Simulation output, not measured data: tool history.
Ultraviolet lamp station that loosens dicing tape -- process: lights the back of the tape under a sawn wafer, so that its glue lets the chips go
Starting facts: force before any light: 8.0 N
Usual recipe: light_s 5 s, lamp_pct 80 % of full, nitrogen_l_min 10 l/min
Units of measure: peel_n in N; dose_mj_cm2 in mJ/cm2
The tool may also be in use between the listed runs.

{"run": 1, "day": 0.0, "light_s": 5, "lamp_pct": 80, "nitrogen_l_min": 10, "peel_n": 1.215, "dose_mj_cm2": 283}
{"day": 0.496, "done": "window cleaned of glue's vapour"}
{"run": 2, "day": 1.292, "light_s": 5, "lamp_pct": 80, "nitrogen_l_min": 10, "peel_n": 1.26, "dose_mj_cm2": 274}
{"run": 3, "day": 2.75, "light_s": 5, "lamp_pct": 80, "nitrogen_l_min": 10, "peel_n": 1.328, "dose_mj_cm2": 274}
{"run": 4, "day": 4.796, "light_s": 5, "lamp_pct": 80, "nitrogen_l_min": 10, "peel_n": 1.367, "dose_mj_cm2": 267}
{"run": 5, "day": 6.696, "light_s": 5, "lamp_pct": 80, "nitrogen_l_min": 10, "peel_n": 1.471, "dose_mj_cm2": 263}
{"day": 6.892, "done": "window cleaned of glue's vapour, once more"}
{"run": 6, "day": 7.767, "light_s": 5, "lamp_pct": 80, "nitrogen_l_min": 10, "peel_n": 1.265, "dose_mj_cm2": 276}
{"run": 7, "day": 9.492, "light_s": 5, "lamp_pct": 80, "nitrogen_l_min": 10, "peel_n": 1.283, "dose_mj_cm2": 275}
{"run": 8, "day": 10.567, "light_s": 5, "lamp_pct": 80, "nitrogen_l_min": 10, "peel_n": 1.378, "dose_mj_cm2": 271}
{"run": 9, "day": 11.762, "light_s": 5, "lamp_pct": 80, "nitrogen_l_min": 10, "peel_n": 1.393, "dose_mj_cm2": 265}
{"run": 10, "day": 12.758, "light_s": 5, "lamp_pct": 80, "nitrogen_l_min": 12, "peel_n": 1.298, "dose_mj_cm2": 267}
{"run": 11, "day": 14.275, "light_s": 5, "lamp_pct": 80, "nitrogen_l_min": 12, "peel_n": 1.246, "dose_mj_cm2": 265}
{"run": 12, "day": 16.142, "light_s": 5, "lamp_pct": 80, "nitrogen_l_min": 12, "peel_n": 1.388, "dose_mj_cm2": 257}
{"run": 13, "day": 17.725, "light_s": 5, "lamp_pct": 80, "nitrogen_l_min": 12, "peel_n": 1.437, "dose_mj_cm2": 250}
{"run": 14, "day": 19.396, "light_s": 5, "lamp_pct": 80, "nitrogen_l_min": 10, "peel_n": 1.521, "dose_mj_cm2": 252}
{"run": 15, "day": 20.812, "light_s": 5, "lamp_pct": 80, "nitrogen_l_min": 10, "peel_n": 1.602, "dose_mj_cm2": 244}
{"run": 16, "day": 22.788, "light_s": 5, "lamp_pct": 80, "nitrogen_l_min": 10, "peel_n": 1.651, "dose_mj_cm2": 240}
{"run": 17, "day": 23.683, "light_s": 5, "lamp_pct": 73, "nitrogen_l_min": 10, "peel_n": 1.834, "dose_mj_cm2": 215}
{"run": 18, "day": 24.946, "light_s": 5, "lamp_pct": 80, "nitrogen_l_min": 6, "peel_n": 2.007, "dose_mj_cm2": 237}
{"run": 19, "day": 26.046, "light_s": 5, "lamp_pct": 80, "nitrogen_l_min": 6, "peel_n": 2.022, "dose_mj_cm2": 232}
{"run": 20, "day": 28.05, "light_s": 5, "lamp_pct": 80, "nitrogen_l_min": 6, "peel_n": 2.175, "dose_mj_cm2": 226}
{"run": 21, "day": 29.467, "light_s": 5, "lamp_pct": 80, "nitrogen_l_min": 6, "peel_n": 2.106, "dose_mj_cm2": 225}
{"run": 22, "day": 31.433, "light_s": 3, "lamp_pct": 80, "nitrogen_l_min": 10, "peel_n": 3.323, "dose_mj_cm2": 137}
{"run": 23, "day": 33.554, "light_s": 8, "lamp_pct": 80, "nitrogen_l_min": 10, "peel_n": 0.825, "dose_mj_cm2": 345}
{"day": 34.308, "done": "window cleaned of glue's vapour"}
{"run": 24, "day": 35.458, "light_s": 8, "lamp_pct": 80, "nitrogen_l_min": 10, "peel_n": 0.745, "dose_mj_cm2": 355}
{"run": 25, "day": 36.783, "light_s": 5, "lamp_pct": 80, "nitrogen_l_min": 4, "peel_n": 2.526, "dose_mj_cm2": 223}
{"run": 26, "day": 37.7, "light_s": 2, "lamp_pct": 89, "nitrogen_l_min": 10, "peel_n": 4.125, "dose_mj_cm2": 95}
{"run": 27, "day": 39.1, "light_s": 9, "lamp_pct": 67, "nitrogen_l_min": 10, "peel_n": 0.945, "dose_mj_cm2": 327}
{"run": 28, "day": 40.017, "light_s": 9, "lamp_pct": 67, "nitrogen_l_min": 10, "peel_n": 0.96, "dose_mj_cm2": 322}
{"run": 29, "day": 41.304, "light_s": 3, "lamp_pct": 73, "nitrogen_l_min": 5, "peel_n": 4.246, "dose_mj_cm2": 118}
{"run": 30, "day": 42.962, "light_s": 5, "lamp_pct": 72, "nitrogen_l_min": 5, "peel_n": 2.756, "dose_mj_cm2": 183}
{"run": 31, "day": 44.962, "light_s": 8, "lamp_pct": 79, "nitrogen_l_min": 4, "peel_n": 1.513, "dose_mj_cm2": 315}
{"run": 32, "day": 45.938, "light_s": 3, "lamp_pct": 93, "nitrogen_l_min": 6, "peel_n": 3.517, "dose_mj_cm2": 140}
{"run": 33, "day": 48.05, "light_s": 5, "lamp_pct": 84, "nitrogen_l_min": 18, "peel_n": 1.749, "dose_mj_cm2": 205}
{"day": 48.725, "done": "lamp changed"}
{"run": 34, "day": 49.679, "light_s": 4, "lamp_pct": 84, "nitrogen_l_min": 18, "peel_n": 1.13, "dose_mj_cm2": 271}
{"run": 35, "day": 51.588, "light_s": 3, "lamp_pct": 63, "nitrogen_l_min": 13, "peel_n": 2.809, "dose_mj_cm2": 150}
{"run": 36, "day": 52.55, "light_s": 3, "lamp_pct": 63, "nitrogen_l_min": 13, "peel_n": 2.837, "dose_mj_cm2": 146}
{"run": 37, "day": 53.867, "light_s": 3, "lamp_pct": 63, "nitrogen_l_min": 13, "peel_n": 2.905, "dose_mj_cm2": 145}
{"run": 38, "day": 55.658, "light_s": 5, "lamp_pct": 61, "nitrogen_l_min": 9, "peel_n": 1.796, "dose_mj_cm2": 235}
{"run": 39, "day": 57.817, "light_s": 4, "lamp_pct": 95, "nitrogen_l_min": 9, "peel_n": 1.309, "dose_mj_cm2": 281}
{"run": 40, "day": 59.692, "light_s": 4, "lamp_pct": 95, "nitrogen_l_min": 9, "peel_n": 1.294, "dose_mj_cm2": 279}
{"run": 41, "day": 61.725, "light_s": 4, "lamp_pct": 95, "nitrogen_l_min": 9, "peel_n": 1.378, "dose_mj_cm2": 275}
{"day": 61.896, "done": "window cleaned of glue's vapour"}
{"run": 42, "day": 63.788, "light_s": 8, "lamp_pct": 80, "nitrogen_l_min": 10, "peel_n": 0.393, "dose_mj_cm2": 474}
{"run": 43, "day": 65.142, "light_s": 2, "lamp_pct": 82, "nitrogen_l_min": 15, "peel_n": 3.29, "dose_mj_cm2": 119}
{"run": 44, "day": 66.912, "light_s": 2, "lamp_pct": 92, "nitrogen_l_min": 5, "peel_n": 3.831, "dose_mj_cm2": 132}

Hidden state or all else? Some run-to-run changes of peel_n, split into what the settings, what came in and random variation would give without the hidden state, and what is left for the hidden state (with any gauge scatter that isn't in both results):
What the log doesn't record here: lamp's light, % of a new lamp's; light that the window lets through, % of a clean one's; drift of the gauge itself on peel_n, %; drift of the gauge itself on dose_mj_cm2, %.
Run 22 -> 23: light_s 3 -> 8. peel_n -2.498 N: hidden state -0.67, all else -1.828.
Run 26 -> 27: light_s 2 -> 9, lamp_pct 89 -> 67. peel_n -3.18 N: hidden state -0.581, all else -2.599.
Run 28 -> 29: light_s 9 -> 3, lamp_pct 67 -> 73, nitrogen_l_min 10 -> 5. peel_n +3.286 N: hidden state +0.714, all else +2.572.
Run 33 -> 34: light_s 5 -> 4, lamp changed. peel_n -0.619 N: hidden state -1.042, all else +0.423.
Run 42 -> 43: light_s 8 -> 2, lamp_pct 80 -> 82, nitrogen_l_min 10 -> 15. peel_n +2.897 N: hidden state +0.272, all else +2.625.
